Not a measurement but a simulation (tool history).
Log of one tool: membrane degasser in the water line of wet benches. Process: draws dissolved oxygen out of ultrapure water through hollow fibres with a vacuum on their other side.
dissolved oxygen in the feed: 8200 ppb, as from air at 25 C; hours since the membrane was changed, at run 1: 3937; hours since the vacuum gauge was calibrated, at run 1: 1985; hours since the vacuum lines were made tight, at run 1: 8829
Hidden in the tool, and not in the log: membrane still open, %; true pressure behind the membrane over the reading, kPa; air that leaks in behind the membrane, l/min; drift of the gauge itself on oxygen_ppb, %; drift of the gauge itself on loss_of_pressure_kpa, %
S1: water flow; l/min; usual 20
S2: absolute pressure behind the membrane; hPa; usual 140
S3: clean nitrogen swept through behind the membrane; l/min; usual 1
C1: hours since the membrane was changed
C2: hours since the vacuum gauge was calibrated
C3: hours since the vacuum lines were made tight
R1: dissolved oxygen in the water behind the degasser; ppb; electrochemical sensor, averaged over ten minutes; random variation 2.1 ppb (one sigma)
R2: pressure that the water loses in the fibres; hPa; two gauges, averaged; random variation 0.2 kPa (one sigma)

run      day  S1   S2    S3    C1    C2     C3     R1     R2
  1        0  20  140     1  3937  1985   8829  461.8  449.2
  2    3.267  20  140  1.62  4015  2063   8907  305.3  448.1
  3      6.3  20  140     1  4088  2136   8980  460.4  450.3
  4   10.971  20  140     1  4200  2248   9092  460.7  447.3
  5     15.7  20  140     1  4313  2361   9205  456.4  450.2
  6   20.088  20  259     1  4419  2467   9311  908.6  449.6
  7   24.879  20  259     1  4534  2582   9426  914.7  451.4
  8   29.708  20  259     1  4650  2697   9542  916.9  448.2
  9   35.604  20  140     1  4791  2839   9683  463.2  452.6
 10   40.204  20  140     1  4902  2949   9793  462.2  449.2
 11   43.821  20  140     1  4988  3036   9880  462.5  452.5
 12   46.625  20  140     1  5056  3104   9948  463.3  451.9
 13    52.25  20  140     1  5191  3238  10083  461.1  449.6
 14   56.571  20  140  0.49  5294  3342  10186  818.1  449.3
 15   60.883  26  140  0.49  5398  3446  10290  987.7  585.8
 16   66.838  26  140  0.49  5541  3589  10433    990  586.4
 17   71.562  18  140     1  5654  3702  10546  418.5    410
 18   75.575  18  172  2.52  5750  3798  10642  236.5  408.6
 19   80.358  20   88     1  5865  3913  10757  248.5  449.6
 20   85.579  20  215     1  5990  4038  10882  755.4  454.8
 21   89.367  20  215     1  6081  4129  10973  752.5  451.8
 22   95.142  20  215     1  6220  4268  11112    754  449.7
 23   99.121  14  250  0.74  6315  4363  11207  848.8  316.5
 24  103.092  15  112  0.59  6411  4459  11303  420.9  337.5
     106.846  -- seals of the vacuum lines changed
 25  107.646  14  302   0.6  6518  4566     19   1212  315.9
 26  113.725  31  150  1.82  6664  4712    165    459  699.8
 27  119.617  16  140     1  6805  4853    307  381.2  360.4
 28  123.433  27  152   1.4  6897  4945    398  507.1  612.9
 29  126.288  27  152   1.4  6966  5013    467  504.8    610
 30  131.104  27  152   1.4  7081  5129    582  501.4  608.1
 31   137.05  21  143  2.18  7224  5272    725  252.2  472.4
 32  140.779  14  282  1.34  7313  5361    814  572.7    316
 33  143.354  30  128  1.54  7375  5423    876  421.5  680.4

Hidden state at the last listed run before each entry between runs and at the first one after, where it differs:
Between runs 24 and 25: seals of the vacuum lines changed (day 106.846)
  air that leaks in behind the membrane, l/min: 0.0023 -> 0.002
